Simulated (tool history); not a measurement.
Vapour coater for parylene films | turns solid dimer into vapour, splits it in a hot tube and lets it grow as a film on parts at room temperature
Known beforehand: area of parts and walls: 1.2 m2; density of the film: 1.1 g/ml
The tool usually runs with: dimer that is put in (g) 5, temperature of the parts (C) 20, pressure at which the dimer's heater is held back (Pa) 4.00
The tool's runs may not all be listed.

run,hour,dimer that is put in (g),temperature of the parts (C),pressure at which the dimer's heater is held back (Pa),thickness of the film (nm)
1,0.0,5,20,4.00,2010
2,16.1,5,20,4.00,2080
3,31.6,5,20,4.00,2030
4,46.4,5,31,4.00,1710
5,66.0,5,31,4.00,1680
6,77.3,5,31,4.00,1680
7,87.4,5,31,4.00,1690
8,100.4,5,20,5.14,1900
# hour 106.2: trap's valve overhauled
9,117.3,5,20,5.14,1870
10,133.4,5,20,5.14,1830
11,153.2,5,20,5.14,1810
12,167.7,5,20,5.14,1840
13,179.6,5,32,4.59,1540
14,188.6,5,32,4.59,1570
# hour 194.2: trap's valve overhauled, once more
15,208.1,7,20,3.31,2970
16,223.8,5,12,4.61,2240
17,239.9,3,12,3.11,1490
18,248.6,8,12,4.73,3570
19,262.1,8,12,4.73,3540
20,271.2,5,16,2.87,2350
21,282.2,6,22,2.07,2710
22,293.9,6,22,2.07,2730

Alternative continuations, all from the tool just after run 22; predict every row:
A,306.9,6,22,4.41,?
B,306.9,3,21,2.07,?
C,306.9,7,26,8.99,?
D,306.9,5,18,4.00,?
E,306.9,5,31,4.00,?

run,thickness of the film (nm)
A,2250
B,1350
C,2070
D,2130
E,1690
Without the tool's unlogged condition, the same runs would have read:
run,thickness of the film (nm)
A,2300
B,1380
C,2120
D,2180
E,1730
